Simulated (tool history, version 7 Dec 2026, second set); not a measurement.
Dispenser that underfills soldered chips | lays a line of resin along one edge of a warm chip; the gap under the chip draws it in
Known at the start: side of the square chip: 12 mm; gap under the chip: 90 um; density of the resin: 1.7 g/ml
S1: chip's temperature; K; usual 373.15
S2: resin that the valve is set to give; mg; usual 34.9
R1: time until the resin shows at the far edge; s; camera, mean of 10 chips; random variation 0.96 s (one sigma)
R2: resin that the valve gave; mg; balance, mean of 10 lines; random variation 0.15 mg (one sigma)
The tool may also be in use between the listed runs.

Run 1, hour 0.0: usual settings. Result: R1 90.3 s, R2 32.37 mg.
Run 2, hour 8.1: usual settings. Result: R1 109.8 s, R2 32.05 mg.
At hour 11.9: new syringe of resin.
Run 3, hour 14.6: usual settings. Result: R1 97.2 s, R2 32.01 mg.
At hour 18.3: dispensing valve cleaned and set on the balance.
Run 4, hour 21.1: usual settings. Result: R1 107.6 s, R2 34.82 mg.
At hour 25.4: new syringe of resin.
Run 5, hour 25.6: usual settings. Result: R1 91.0 s, R2 35.11 mg.
Run 6, hour 31.3: usual settings. Result: R1 101.7 s, R2 34.93 mg.
Run 7, hour 36.5: usual settings. Result: R1 116.2 s, R2 34.78 mg.
At hour 37.8: new syringe of resin.
Run 8, hour 45.1: usual settings. Result: R1 105.1 s, R2 34.57 mg.
Run 9, hour 49.3: usual settings but S1 387.15 K. Result: R1 79.5 s, R2 34.65 mg.
At hour 50.3: new syringe of resin.
Run 10, hour 56.3: usual settings but S1 387.15 K. Result: R1 70.0 s, R2 34.41 mg.
At hour 63.1: new syringe of resin.
Run 11, hour 64.9: usual settings but S1 387.15 K. Result: R1 62.7 s, R2 34.30 mg.
Run 12, hour 69.4: usual settings but S1 387.15 K. Result: R1 68.4 s, R2 34.33 mg.
Run 13, hour 73.9: usual settings but S1 385.15 K, S2 42.5 mg. Result: R1 78.8 s, R2 41.88 mg.
At hour 75.5: new syringe of resin.
Run 14, hour 81.5: usual settings but S1 385.15 K, S2 42.5 mg. Result: R1 71.8 s, R2 41.48 mg.
At hour 88.6: new syringe of resin.
Run 15, hour 90.2: usual settings but S1 362.15 K, S2 30.3 mg. Result: R1 131.9 s, R2 29.37 mg.
Run 16, hour 95.9: usual settings but S1 362.15 K, S2 30.3 mg. Result: R1 147.4 s, R2 29.53 mg.
At hour 101.2: new syringe of resin.
Run 17, hour 103.1: usual settings but S1 362.15 K, S2 30.3 mg. Result: R1 135.1 s, R2 29.33 mg.
Run 18, hour 111.7: usual settings but S1 381.15 K, S2 29.9 mg. Result: R1 94.0 s, R2 29.00 mg.

Below are 4 alternative next runs, each starting from the tool's condition after run 18. Predict each:
At hour 113.9: new syringe of resin.
Run A, hour 116.7: usual settings but S1 364.15 K. Result: R1 ?, R2 ?.
At hour 113.9: new syringe of resin.
Run B, hour 116.7: usual settings but S1 359.15 K, S2 39.3 mg. Result: R1 ?, R2 ?.
At hour 113.9: new syringe of resin.
Run C, hour 116.7: usual settings but S1 382.15 K. Result: R1 ?, R2 ?.
At hour 113.9: new syringe of resin.
Run D, hour 116.7: usual settings but S1 384.15 K, S2 29.9 mg. Result: R1 ?, R2 ?.

run     R1     R2
  A  124.1  33.59
  B  145.4  37.76
  C   72.9  33.21
  D   72.4  28.73
The same runs, with their run-to-run variation unchanged, on a tool lacking any hidden condition would have given:
run     R1     R2
  A  118.3  35.00
  B  139.1  39.35
  C   69.4  34.61
  D   68.5  29.94
